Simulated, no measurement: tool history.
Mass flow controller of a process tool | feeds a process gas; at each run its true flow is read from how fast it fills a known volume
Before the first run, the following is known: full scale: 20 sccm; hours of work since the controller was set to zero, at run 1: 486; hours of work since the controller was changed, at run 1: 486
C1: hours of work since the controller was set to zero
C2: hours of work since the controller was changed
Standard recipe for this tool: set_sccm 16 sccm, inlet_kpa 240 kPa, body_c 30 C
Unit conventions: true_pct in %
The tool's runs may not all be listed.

run 1 hour=0 | set_sccm=16 inlet_kpa=240 body_c=30 | C1=486 C2=486 | true_pct=99.51
run 2 hour=238.8 | set_sccm=16 inlet_kpa=240 body_c=30 | C1=652 C2=652 | true_pct=99.47
run 3 hour=410.4 | set_sccm=16 inlet_kpa=190 body_c=30 | C1=771 C2=771 | true_pct=99.36
run 4 hour=796.9 | set_sccm=16 inlet_kpa=190 body_c=30 | C1=1038 C2=1038 | true_pct=99.14
run 5 hour=1030.7 | set_sccm=16 inlet_kpa=190 body_c=30 | C1=1200 C2=1200 | true_pct=99.22
run 6 hour=1214.7 | set_sccm=10 inlet_kpa=240 body_c=30 | C1=1327 C2=1327 | true_pct=98.11
run 7 hour=1566.9 | set_sccm=13 inlet_kpa=240 body_c=30 | C1=1571 C2=1571 | true_pct=98.56
run 8 hour=1768.1 | set_sccm=13 inlet_kpa=240 body_c=30 | C1=1711 C2=1711 | true_pct=98.5
run 9 hour=2123.8 | set_sccm=3 inlet_kpa=240 body_c=30 | C1=1957 C2=1957 | true_pct=96.69
run 10 hour=2512.9 | set_sccm=8 inlet_kpa=240 body_c=30 | C1=2226 C2=2226 | true_pct=97.44
run 11 hour=2731 | set_sccm=8 inlet_kpa=240 body_c=30 | C1=2377 C2=2377 | true_pct=97.35
run 12 hour=3107 | set_sccm=16 inlet_kpa=280 body_c=30 | C1=2638 C2=2638 | true_pct=98.57
run 13 hour=3511.6 | set_sccm=16 inlet_kpa=280 body_c=30 | C1=2918 C2=2918 | true_pct=98.44
run 14 hour=3694.9 | set_sccm=16 inlet_kpa=280 body_c=30 | C1=3045 C2=3045 | true_pct=98.37
run 15 hour=4012.9 | set_sccm=13 inlet_kpa=202 body_c=38 | C1=3265 C2=3265 | true_pct=97.97
run 16 hour=4340 | set_sccm=16 inlet_kpa=236 body_c=21 | C1=3491 C2=3491 | true_pct=97.71
run 17 hour=4678.1 | set_sccm=8 inlet_kpa=210 body_c=21 | C1=3725 C2=3725 | true_pct=96.4
run 18 hour=4987.2 | set_sccm=8 inlet_kpa=210 body_c=21 | C1=3939 C2=3939 | true_pct=96.33
run 19 hour=5361.4 | set_sccm=8 inlet_kpa=210 body_c=21 | C1=4198 C2=4198 | true_pct=96.22
run 20 hour=5672.1 | set_sccm=8 inlet_kpa=210 body_c=21 | C1=4413 C2=4413 | true_pct=96.27
run 21 hour=5996.1 | set_sccm=16 inlet_kpa=150 body_c=30 | C1=4638 C2=4638 | true_pct=97.38
run 22 hour=6240.1 | set_sccm=2 inlet_kpa=145 body_c=26 | C1=4807 C2=4807 | true_pct=95.09
run 23 hour=6426.5 | set_sccm=2 inlet_kpa=145 body_c=26 | C1=4936 C2=4936 | true_pct=95.04

Each row is a separate what-if for the run after 23, all from the same tool condition, not one after another. Results?
run A hour=6641.1 | set_sccm=16 inlet_kpa=240 body_c=30 | C1=5084 C2=5084 | true_pct=?
run B hour=6641.1 | set_sccm=16 inlet_kpa=240 body_c=27 | C1=5084 C2=5084 | true_pct=?
run C hour=6641.1 | set_sccm=2 inlet_kpa=245 body_c=26 | C1=5084 C2=5084 | true_pct=?

run=A true_pct=97.34
run=B true_pct=97.37
run=C true_pct=95.04
With no hidden state in the tool, these same runs would have given:
run=A true_pct=99.51
run=B true_pct=99.54
run=C true_pct=97.13
